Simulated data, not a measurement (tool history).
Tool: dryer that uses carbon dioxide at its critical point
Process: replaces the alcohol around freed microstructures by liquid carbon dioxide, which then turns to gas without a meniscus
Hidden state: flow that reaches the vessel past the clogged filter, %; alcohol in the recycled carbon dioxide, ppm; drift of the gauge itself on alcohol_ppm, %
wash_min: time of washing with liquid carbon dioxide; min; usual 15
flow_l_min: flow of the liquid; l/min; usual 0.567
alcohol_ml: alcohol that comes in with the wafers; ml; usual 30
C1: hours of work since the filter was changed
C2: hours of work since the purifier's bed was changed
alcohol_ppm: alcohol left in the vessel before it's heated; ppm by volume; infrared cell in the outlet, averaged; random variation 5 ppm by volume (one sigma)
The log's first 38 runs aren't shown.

run 39 day=54.817 | wash_min=15 flow_l_min=0.817 alcohol_ml=20 | C1=266 C2=225 | alcohol_ppm=67
run 40 day=56.038 | wash_min=14 flow_l_min=0.427 alcohol_ml=20 | C1=283 C2=242 | alcohol_ppm=198
run 41 day=57.804 | wash_min=14 flow_l_min=0.427 alcohol_ml=20 | C1=306 C2=265 | alcohol_ppm=213
run 42 day=59.812 | wash_min=9 flow_l_min=0.959 alcohol_ml=22 | C1=333 C2=292 | alcohol_ppm=92
run 43 day=61.600 | wash_min=9 flow_l_min=0.959 alcohol_ml=22 | C1=356 C2=315 | alcohol_ppm=96
run 44 day=63.467 | wash_min=15 flow_l_min=0.424 alcohol_ml=73 | C1=381 C2=340 | alcohol_ppm=481
run 45 day=65.146 | wash_min=21 flow_l_min=0.567 alcohol_ml=63 | C1=403 C2=362 | alcohol_ppm=87
run 46 day=66.579 | wash_min=10 flow_l_min=0.425 alcohol_ml=60 | C1=422 C2=381 | alcohol_ppm=1998

5 ways to go on from here, each from the tool as it stands after run 46. What would each give?
run A day=68.271 | wash_min=10 flow_l_min=0.608 alcohol_ml=30 | C1=445 C2=404 | alcohol_ppm=?
run B day=68.271 | wash_min=15 flow_l_min=0.555 alcohol_ml=58 | C1=445 C2=404 | alcohol_ppm=?
run C day=68.271 | wash_min=16 flow_l_min=0.431 alcohol_ml=46 | C1=445 C2=404 | alcohol_ppm=?
run D day=68.271 | wash_min=15 flow_l_min=0.567 alcohol_ml=106 | C1=445 C2=404 | alcohol_ppm=?
run E day=68.271 | wash_min=15 flow_l_min=0.567 alcohol_ml=30 | C1=445 C2=404 | alcohol_ppm=?

run=A alcohol_ppm=305
run=B alcohol_ppm=150
run=C alcohol_ppm=252
run=D alcohol_ppm=202
run=E alcohol_ppm=129
Without the tool's hidden state the same runs would have given:
run=A alcohol_ppm=130
run=B alcohol_ppm=27
run=C alcohol_ppm=92
run=D alcohol_ppm=58
run=E alcohol_ppm=19
